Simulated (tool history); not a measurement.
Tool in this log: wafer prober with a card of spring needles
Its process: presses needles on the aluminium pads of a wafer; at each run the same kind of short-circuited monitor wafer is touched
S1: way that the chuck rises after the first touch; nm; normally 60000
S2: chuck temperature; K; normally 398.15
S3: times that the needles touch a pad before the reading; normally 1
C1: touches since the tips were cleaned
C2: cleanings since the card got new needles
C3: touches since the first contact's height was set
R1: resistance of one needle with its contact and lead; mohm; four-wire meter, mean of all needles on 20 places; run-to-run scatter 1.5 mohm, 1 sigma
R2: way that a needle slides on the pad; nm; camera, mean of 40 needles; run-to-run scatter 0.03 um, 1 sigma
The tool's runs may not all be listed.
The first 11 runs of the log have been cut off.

| run | hour | S1 | S2 | S3 | C1 | C2 | C3 | R1 | R2 |
|---|---|---|---|---|---|---|---|---|---|
|  | 130.9 | height of the first contact set anew, once more |
| 12 | 131.3 | 60000 | 398.15 | 1 | 2933 | 43 | 101 | 167 | 11200 |
|  | 132.5 | tips cleaned on abrasive film |
| 13 | 140.1 | 60000 | 398.15 | 1 | 1990 | 44 | 2372 | 164 | 11190 |
|  | 145 | tips cleaned on abrasive film |
| 14 | 156.1 | 60000 | 398.15 | 1 | 2901 | 45 | 6527 | 172 | 11200 |
|  | 158.3 | tips cleaned on abrasive film |
|  | 171.7 | tips cleaned on abrasive film |
| 15 | 172.3 | 60000 | 398.15 | 1 | 174 | 47 | 10706 | 144 | 11140 |
| 16 | 180.5 | 60000 | 398.15 | 1 | 2313 | 47 | 12845 | 167 | 11110 |
|  | 184.3 | tips cleaned on abrasive film |
| 17 | 193.2 | 60000 | 398.15 | 1 | 2324 | 48 | 16115 | 165 | 11150 |
|  | 197.4 | tips cleaned on abrasive film |
| 18 | 209.1 | 45000 | 308.15 | 2 | 3058 | 49 | 20255 | 164 | 8320 |
|  | 210.6 | tips cleaned on abrasive film |
| 19 | 219.5 | 45000 | 344.15 | 2 | 2329 | 50 | 22927 | 164 | 8360 |
|  | 223.8 | tips cleaned on abrasive film |
| 20 | 232.7 | 44000 | 315.15 | 1 | 2318 | 51 | 26344 | 189 | 8110 |
|  | 236.4 | tips cleaned on abrasive film |
| 21 | 242.4 | 57000 | 326.15 | 2 | 1576 | 52 | 28859 | 145 | 10560 |
|  | 249.8 | tips cleaned on abrasive film |
| 22 | 252.7 | 57000 | 326.15 | 2 | 765 | 53 | 31519 | 140 | 10480 |

Run 23 has not been measured yet. What should we expect?
|  | 263.3 | tips cleaned on abrasive film |
| 23 | 265.9 | 57000 | 326.15 | 2 | 696 | 54 | 34938 | ? | ? |

Run 23 measured R1 139 mohm, R2 10540 nm.
If the tool had no hidden condition, the same run with the same run-to-run variation would have returned R1 126 mohm, R2 10660 nm.

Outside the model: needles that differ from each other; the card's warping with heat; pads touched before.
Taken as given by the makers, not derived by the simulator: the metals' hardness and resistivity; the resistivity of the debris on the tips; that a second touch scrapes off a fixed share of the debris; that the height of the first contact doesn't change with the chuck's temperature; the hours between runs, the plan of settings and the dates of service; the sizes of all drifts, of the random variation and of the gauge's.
